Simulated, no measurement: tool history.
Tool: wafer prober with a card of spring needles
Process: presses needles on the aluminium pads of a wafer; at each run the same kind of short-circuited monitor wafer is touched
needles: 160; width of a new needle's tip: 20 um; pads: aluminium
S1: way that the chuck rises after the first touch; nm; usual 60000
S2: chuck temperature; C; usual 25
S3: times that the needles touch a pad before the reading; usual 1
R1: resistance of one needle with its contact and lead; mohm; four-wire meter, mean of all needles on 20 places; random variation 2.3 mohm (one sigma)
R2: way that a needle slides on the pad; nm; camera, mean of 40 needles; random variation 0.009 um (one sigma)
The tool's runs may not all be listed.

run,hour,S1,S2,S3,R1,R2
1,0.0,60000,25,1,266,8273
2,82.4,60000,25,1,275,8345
3,118.1,60000,25,1,346,8331
4,183.1,60000,25,1,328,8266
5,232.7,60000,25,1,277,8205
6,289.4,72000,124,2,294,9959
7,359.8,72000,124,3,293,9911
8,430.2,49000,89,1,321,6804
9,495.4,74000,25,1,262,10220
10,561.0,74000,25,1,352,10173

Not shown: 43 entries that the log had between the listed runs. Between which runs, and how does the tool's hidden state differ before and after?
Between runs 1 and 2: tips cleaned on abrasive film (hour 14.5); tips cleaned on abrasive film (hour 29.0); tips cleaned on abrasive film (hour 43.4); tips cleaned on abrasive film (hour 57.9); tips cleaned on abrasive film (hour 69.5); tips cleaned on abrasive film (hour 82.1); height of the first contact set anew (hour 82.4)
  debris on the tips, nm: 5 -> 8.4; way that the needles fall short of the set height, um: 0.52 -> 0; tips' diameter, um: 24.32 -> 25.89
  measured less the result without the state, R1: +10 -> +16 mohm; R2: -71 -> +0 nm
Between runs 2 and 3: tips cleaned on abrasive film (hour 96.8); tips cleaned on abrasive film (hour 111.3)
  debris on the tips, nm: 8.4 -> 57.3; way that the needles fall short of the set height, um: 0 -> 0.18; tips' diameter, um: 25.89 -> 25.95
  measured less the result without the state, R1: +16 -> +88 mohm; R2: +0 -> -25 nm
Between runs 3 and 4: tips cleaned on abrasive film (hour 124.0); tips cleaned on abrasive film (hour 138.4); tips cleaned on abrasive film (hour 152.9); tips cleaned on abrasive film (hour 167.4); tips cleaned on abrasive film (hour 179.0)
  debris on the tips, nm: 57.3 -> 44.7; way that the needles fall short of the set height, um: 0.18 -> 0.59; tips' diameter, um: 25.95 -> 26.1
  measured less the result without the state, R1: +88 -> +71 mohm; R2: -25 -> -83 nm
Between runs 4 and 5: tips cleaned on abrasive film (hour 191.8); tips cleaned on abrasive film (hour 206.3); tips cleaned on abrasive film (hour 220.8); tips cleaned on abrasive film (hour 232.7)
  debris on the tips, nm: 44.7 -> 10.2; way that the needles fall short of the set height, um: 0.59 -> 0.95; tips' diameter, um: 26.1 -> 26.22
  measured less the result without the state, R1: +71 -> +21 mohm; R2: -83 -> -132 nm
Between runs 5 and 6: tips cleaned on abrasive film, once more (hour 247.1); height of the first contact set anew (hour 250.3); tips cleaned on abrasive film (hour 261.9); tips cleaned on abrasive film (hour 276.4); tips cleaned on abrasive film (hour 289.4)
  debris on the tips, nm: 10.2 -> 8.7; way that the needles fall short of the set height, um: 0.95 -> 0.29; tips' diameter, um: 26.22 -> 26.36
  measured less the result without the state, R1: +21 -> +10 mohm; R2: -132 -> -41 nm
Between runs 6 and 7: tips cleaned on abrasive film (hour 303.9); tips cleaned on abrasive film (hour 315.5); tips cleaned on abrasive film (hour 330.0); tips cleaned on abrasive film (hour 344.4); tips cleaned on abrasive film (hour 358.9)
  debris on the tips, nm: 8.7 -> 21.3; way that the needles fall short of the set height, um: 0.29 -> 0.73; tips' diameter, um: 26.36 -> 26.51
  measured less the result without the state, R1: +10 -> +12 mohm; R2: -41 -> -102 nm
Between runs 7 and 8: tips cleaned on abrasive film (hour 371.4); tips cleaned on abrasive film (hour 385.9); tips cleaned on abrasive film (hour 400.4); tips cleaned on abrasive film (hour 414.8); height of the first contact set anew (hour 418.0); tips cleaned on abrasive film (hour 429.6)
  debris on the tips, nm: 21.3 -> 17; way that the needles fall short of the set height, um: 0.73 -> 0.1; tips' diameter, um: 26.51 -> 26.69
  measured less the result without the state, R1: +12 -> +42 mohm; R2: -102 -> -13 nm
Between runs 8 and 9: tips cleaned on abrasive film (hour 441.8); tips cleaned on abrasive film (hour 456.3); tips cleaned on abrasive film (hour 467.9); tips cleaned on abrasive film (hour 482.4); tips cleaned on abrasive film (hour 495.4)
  debris on the tips, nm: 17 -> 5.6; way that the needles fall short of the set height, um: 0.1 -> 0.55; tips' diameter, um: 26.69 -> 26.85
  measured less the result without the state, R1: +42 -> +10 mohm; R2: -13 -> -77 nm
Between runs 9 and 10: tips cleaned on abrasive film (hour 509.8); tips cleaned on abrasive film (hour 521.4); tips cleaned on abrasive film (hour 535.9); tips cleaned on abrasive film (hour 550.4)
  debris on the tips, nm: 5.6 -> 87.4; way that the needles fall short of the set height, um: 0.55 -> 0.92; tips' diameter, um: 26.85 -> 26.98
  measured less the result without the state, R1: +10 -> +99 mohm; R2: -77 -> -127 nm
